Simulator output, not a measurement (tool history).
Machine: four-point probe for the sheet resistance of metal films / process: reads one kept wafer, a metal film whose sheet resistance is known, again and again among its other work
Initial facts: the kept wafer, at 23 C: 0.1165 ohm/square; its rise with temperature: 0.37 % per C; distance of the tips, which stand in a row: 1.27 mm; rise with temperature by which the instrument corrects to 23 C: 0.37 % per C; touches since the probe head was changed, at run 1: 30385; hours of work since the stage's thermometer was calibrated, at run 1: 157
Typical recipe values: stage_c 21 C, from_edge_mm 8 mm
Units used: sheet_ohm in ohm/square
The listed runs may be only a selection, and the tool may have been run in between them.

| run | hour | stage_c | from_edge_mm | touches since the probe head was changed | hours of work since the stage's thermometer was calibrated | sheet_ohm |
|---|---|---|---|---|---|---|
| 1 | 0.0 | 21 | 8 | 30385 | 157 | 0.117522 |
| 2 | 26.9 | 21 | 17 | 31265 | 170 | 0.116385 |
| 3 | 38.2 | 21 | 17 | 31633 | 176 | 0.116398 |
| 4 | 56.4 | 21 | 17 | 32228 | 185 | 0.116356 |
| 5 | 69.8 | 33 | 17 | 32664 | 192 | 0.116426 |
| 6 | 86.7 | 21 | 8 | 33217 | 200 | 0.117621 |
| 7 | 102.7 | 21 | 8 | 33738 | 208 | 0.117610 |
| 8 | 125.2 | 21 | 6 | 34475 | 219 | 0.118844 |
| 9 | 145.2 | 34 | 6 | 35128 | 229 | 0.118829 |
| 10 | 157.3 | 34 | 6 | 35523 | 236 | 0.118801 |
| 11 | 172.6 | 31 | 6 | 36023 | 243 | 0.118874 |
| 12 | 188.1 | 21 | 8 | 36529 | 251 | 0.117599 |
| 13 | 208.3 | 21 | 4 | 37189 | 261 | 0.122036 |
| 14 | 220.2 | 21 | 8 | 37577 | 267 | 0.117680 |
| 15 | 236.4 | 21 | 8 | 38105 | 275 | 0.117704 |
| 16 | 261.2 | 22 | 23 | 38917 | 288 | 0.116302 |
| 17 | 282.4 | 20 | 8 | 39609 | 298 | 0.117707 |
| 18 | 298.4 | 20 | 8 | 40130 | 306 | 0.117672 |
| 19 | 312.5 | 23 | 11 | 40590 | 313 | 0.116910 |
| 20 | 339.2 | 19 | 35 | 41464 | 327 | 0.116227 |
| 21 | 365.6 | 25 | 18 | 42324 | 340 | 0.116455 |
| 22 | 385.2 | 28 | 18 | 42967 | 350 | 0.116425 |
| 23 | 405.9 | 21 | 27 | 43641 | 360 | 0.116257 |
| 24 | 432.9 | 21 | 27 | 44525 | 374 | 0.116295 |
| 25 | 446.3 | 21 | 27 | 44961 | 381 | 0.116348 |
| 26 | 458.3 | 26 | 5 | 45355 | 387 | 0.120042 |
| 27 | 479.7 | 26 | 5 | 46052 | 397 | 0.120046 |
| 28 | 496.6 | 27 | 13 | 46605 | 406 | 0.116766 |
| 29 | 514.7 | 23 | 3 | 47197 | 415 | 0.126326 |

Alternative continuations, all from the tool just after run 29; predict every row:
| A | 527.5 | 33 | 11 | 47615 | 421 | ? |
| B | 527.5 | 35 | 14 | 47615 | 421 | ? |
| C | 527.5 | 33 | 16 | 47615 | 421 | ? |
| D | 527.5 | 28 | 8 | 47615 | 421 | ? |
| E | 527.5 | 23 | 30 | 47615 | 421 | ? |

| run | sheet_ohm |
|---|---|
| A | 0.117038 |
| B | 0.116719 |
| C | 0.116581 |
| D | 0.117731 |
| E | 0.116267 |
Take away the tool's hidden state, keep each run's random variation, and the runs would have read:
| run | sheet_ohm |
|---|---|
| A | 0.117348 |
| B | 0.117028 |
| C | 0.116889 |
| D | 0.118044 |
| E | 0.116578 |
